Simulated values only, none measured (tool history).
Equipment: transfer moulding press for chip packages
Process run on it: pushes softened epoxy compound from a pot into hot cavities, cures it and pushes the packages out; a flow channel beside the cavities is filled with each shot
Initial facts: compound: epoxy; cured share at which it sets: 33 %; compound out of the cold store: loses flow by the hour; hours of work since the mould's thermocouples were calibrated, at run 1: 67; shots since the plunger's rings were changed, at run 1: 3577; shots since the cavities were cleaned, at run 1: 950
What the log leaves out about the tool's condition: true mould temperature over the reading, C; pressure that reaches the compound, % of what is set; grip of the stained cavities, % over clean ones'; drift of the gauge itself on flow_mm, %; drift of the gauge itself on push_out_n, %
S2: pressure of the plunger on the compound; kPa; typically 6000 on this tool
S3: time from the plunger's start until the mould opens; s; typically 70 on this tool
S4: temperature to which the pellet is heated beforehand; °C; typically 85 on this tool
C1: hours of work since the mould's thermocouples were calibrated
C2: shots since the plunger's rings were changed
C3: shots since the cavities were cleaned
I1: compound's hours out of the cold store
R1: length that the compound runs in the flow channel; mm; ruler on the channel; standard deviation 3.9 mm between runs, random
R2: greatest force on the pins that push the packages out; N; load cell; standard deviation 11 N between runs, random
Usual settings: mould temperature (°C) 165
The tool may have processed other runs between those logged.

{"run": 1, "day": 0.0, "mould temperature (°C)": 165, "S2": 6000, "S3": 70, "S4": 85, "C1": 67, "C2": 3577, "C3": 950, "I1": 32.1, "R1": 794, "R2": 1055}
{"run": 2, "day": 0.362, "mould temperature (°C)": 165, "S2": 6000, "S3": 70, "S4": 85, "C1": 71, "C2": 3668, "C3": 1041, "I1": 19.6, "R1": 844, "R2": 1124}
{"run": 3, "day": 0.762, "mould temperature (°C)": 165, "S2": 6000, "S3": 70, "S4": 85, "C1": 76, "C2": 3769, "C3": 1142, "I1": 17.3, "R1": 849, "R2": 1137}
{"day": 0.929, "done": "cavities cleaned with cleaning compound and waxed"}
{"run": 4, "day": 1.433, "mould temperature (°C)": 165, "S2": 6000, "S3": 70, "S4": 85, "C1": 83, "C2": 3921, "C3": 127, "I1": 31.1, "R1": 804, "R2": 650}
{"run": 5, "day": 2.033, "mould temperature (°C)": 165, "S2": 6000, "S3": 70, "S4": 88, "C1": 90, "C2": 4072, "C3": 278, "I1": 31.3, "R1": 798, "R2": 816}
{"run": 6, "day": 2.571, "mould temperature (°C)": 165, "S2": 6000, "S3": 70, "S4": 87, "C1": 97, "C2": 4206, "C3": 412, "I1": 13.7, "R1": 861, "R2": 944}
{"run": 7, "day": 3.004, "mould temperature (°C)": 165, "S2": 6000, "S3": 70, "S4": 87, "C1": 102, "C2": 4315, "C3": 521, "I1": 23.4, "R1": 832, "R2": 976}
{"run": 8, "day": 3.283, "mould temperature (°C)": 165, "S2": 6000, "S3": 70, "S4": 80, "C1": 105, "C2": 4385, "C3": 591, "I1": 33.5, "R1": 794, "R2": 989}
{"run": 9, "day": 3.675, "mould temperature (°C)": 165, "S2": 6000, "S3": 70, "S4": 80, "C1": 110, "C2": 4484, "C3": 690, "I1": 16.1, "R1": 850, "R2": 1110}
{"run": 10, "day": 3.958, "mould temperature (°C)": 165, "S2": 6000, "S3": 70, "S4": 85, "C1": 113, "C2": 4554, "C3": 760, "I1": 21.8, "R1": 828, "R2": 1053}
{"run": 11, "day": 4.396, "mould temperature (°C)": 165, "S2": 6000, "S3": 70, "S4": 85, "C1": 119, "C2": 4664, "C3": 870, "I1": 26.5, "R1": 810, "R2": 1045}
{"run": 12, "day": 4.712, "mould temperature (°C)": 165, "S2": 6000, "S3": 70, "S4": 85, "C1": 122, "C2": 4743, "C3": 949, "I1": 31.7, "R1": 788, "R2": 1064}
{"run": 13, "day": 5.279, "mould temperature (°C)": 165, "S2": 6000, "S3": 70, "S4": 85, "C1": 129, "C2": 4885, "C3": 1091, "I1": 16.0, "R1": 840, "R2": 1156}
{"day": 5.654, "done": "cavities cleaned with cleaning compound and waxed"}
{"run": 14, "day": 5.846, "mould temperature (°C)": 165, "S2": 6000, "S3": 70, "S4": 85, "C1": 135, "C2": 5012, "C3": 48, "I1": 45.6, "R1": 747, "R2": 590}
{"run": 15, "day": 6.333, "mould temperature (°C)": 165, "S2": 6000, "S3": 70, "S4": 85, "C1": 141, "C2": 5134, "C3": 170, "I1": 47.8, "R1": 730, "R2": 698}
{"day": 6.583, "done": "plunger's sealing rings changed"}
{"run": 16, "day": 6.871, "mould temperature (°C)": 171, "S2": 6200, "S3": 70, "S4": 80, "C1": 146, "C2": 73, "C3": 279, "I1": 31.4, "R1": 827, "R2": 601}
{"run": 17, "day": 7.212, "mould temperature (°C)": 165, "S2": 6000, "S3": 108, "S4": 84, "C1": 150, "C2": 158, "C3": 364, "I1": 45.2, "R1": 778, "R2": 573}
{"run": 18, "day": 7.696, "mould temperature (°C)": 165, "S2": 5170, "S3": 52, "S4": 85, "C1": 156, "C2": 279, "C3": 485, "I1": 10.0, "R1": 840, "R2": 2092}

The next listed run, before its measurement:
{"run": 19, "day": 8.183, "mould temperature (°C)": 165, "S2": 4710, "S3": 70, "S4": 85, "C1": 162, "C2": 402, "C3": 608, "I1": 28.1, "R1": "?", "R2": "?"}

R1: 741 mm
R2: 1026 N
With no hidden state in the tool, this same run would have given R1 743 mm, R2 557 N.
